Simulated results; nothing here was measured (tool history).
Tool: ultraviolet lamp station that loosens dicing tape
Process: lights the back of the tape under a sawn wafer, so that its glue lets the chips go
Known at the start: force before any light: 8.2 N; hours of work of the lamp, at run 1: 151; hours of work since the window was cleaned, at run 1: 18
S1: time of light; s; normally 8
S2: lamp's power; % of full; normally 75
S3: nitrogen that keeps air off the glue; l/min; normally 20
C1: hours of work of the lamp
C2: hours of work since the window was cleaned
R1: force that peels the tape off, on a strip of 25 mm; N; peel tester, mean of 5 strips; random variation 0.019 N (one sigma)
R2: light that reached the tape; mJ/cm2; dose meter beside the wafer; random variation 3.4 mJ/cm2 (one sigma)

{"run": 1, "hour": 0.0, "S1": 8, "S2": 75, "S3": 20, "C1": 151, "C2": 18, "R1": 0.925, "R2": 545}
{"run": 2, "hour": 63.5, "S1": 8, "S2": 99, "S3": 20, "C1": 197, "C2": 64, "R1": 0.505, "R2": 729}
{"run": 3, "hour": 101.1, "S1": 8, "S2": 99, "S3": 20, "C1": 224, "C2": 90, "R1": 0.5, "R2": 728}
{"run": 4, "hour": 152.6, "S1": 8, "S2": 75, "S3": 20, "C1": 261, "C2": 127, "R1": 0.962, "R2": 548}
{"run": 5, "hour": 225.5, "S1": 8, "S2": 75, "S3": 20, "C1": 313, "C2": 179, "R1": 0.967, "R2": 552}
{"run": 6, "hour": 281.3, "S1": 8, "S2": 75, "S3": 20, "C1": 353, "C2": 219, "R1": 0.959, "R2": 548}
{"hour": 331.2, "done": "window cleaned of glue's vapour"}
{"run": 7, "hour": 334.9, "S1": 8, "S2": 75, "S3": 20, "C1": 390, "C2": 3, "R1": 0.959, "R2": 547}
{"run": 8, "hour": 395.9, "S1": 8, "S2": 75, "S3": 6, "C1": 434, "C2": 46, "R1": 2.202, "R2": 549}
{"run": 9, "hour": 435.6, "S1": 8, "S2": 75, "S3": 6, "C1": 463, "C2": 75, "R1": 2.218, "R2": 554}
{"run": 10, "hour": 502.5, "S1": 8, "S2": 75, "S3": 6, "C1": 510, "C2": 122, "R1": 2.211, "R2": 545}
{"run": 11, "hour": 552.3, "S1": 8, "S2": 75, "S3": 7, "C1": 546, "C2": 158, "R1": 1.939, "R2": 545}
{"run": 12, "hour": 615.2, "S1": 8, "S2": 75, "S3": 7, "C1": 591, "C2": 203, "R1": 2.029, "R2": 547}
{"run": 13, "hour": 650.2, "S1": 7, "S2": 96, "S3": 34, "C1": 616, "C2": 228, "R1": 0.455, "R2": 618}
{"run": 14, "hour": 684.6, "S1": 4, "S2": 96, "S3": 34, "C1": 641, "C2": 253, "R1": 1.498, "R2": 351}
{"hour": 688.3, "done": "window cleaned of glue's vapour"}
{"run": 15, "hour": 747.4, "S1": 4, "S2": 78, "S3": 12, "C1": 685, "C2": 42, "R1": 3.264, "R2": 287}
{"run": 16, "hour": 804.4, "S1": 4, "S2": 78, "S3": 22, "C1": 726, "C2": 83, "R1": 2.483, "R2": 283}
{"run": 17, "hour": 874.6, "S1": 13, "S2": 78, "S3": 8, "C1": 776, "C2": 133, "R1": 0.699, "R2": 926}
{"run": 18, "hour": 933.2, "S1": 13, "S2": 78, "S3": 8, "C1": 818, "C2": 175, "R1": 0.683, "R2": 933}
{"run": 19, "hour": 1002.3, "S1": 12, "S2": 87, "S3": 38, "C1": 867, "C2": 225, "R1": 0.137, "R2": 956}

Consider 4 possible next runs. They are alternatives, not a sequence: every one starts from the tool as it was left by run 19. What does each give?
{"hour": 1048.0, "done": "window cleaned of glue's vapour"}
{"run": "A", "hour": 1068.2, "S1": 7, "S2": 87, "S3": 28, "C1": 914, "C2": 14, "R1": "?", "R2": "?"}
{"hour": 1048.0, "done": "window cleaned of glue's vapour"}
{"run": "B", "hour": 1068.2, "S1": 8, "S2": 86, "S3": 7, "C1": 914, "C2": 14, "R1": "?", "R2": "?"}
{"hour": 1048.0, "done": "window cleaned of glue's vapour"}
{"run": "C", "hour": 1068.2, "S1": 8, "S2": 70, "S3": 7, "C1": 914, "C2": 14, "R1": "?", "R2": "?"}
{"hour": 1048.0, "done": "window cleaned of glue's vapour"}
{"run": "D", "hour": 1068.2, "S1": 8, "S2": 75, "S3": 6, "C1": 914, "C2": 14, "R1": "?", "R2": "?"}

run=A R1=0.732 R2=557
run=B R1=1.665 R2=630
run=C R1=2.150 R2=510
run=D R1=2.125 R2=546
Take away the tool's hidden state, keep each run's random variation, and the runs would have read:
run=A R1=0.729 R2=558
run=B R1=1.661 R2=630
run=C R1=2.146 R2=511
run=D R1=2.120 R2=547

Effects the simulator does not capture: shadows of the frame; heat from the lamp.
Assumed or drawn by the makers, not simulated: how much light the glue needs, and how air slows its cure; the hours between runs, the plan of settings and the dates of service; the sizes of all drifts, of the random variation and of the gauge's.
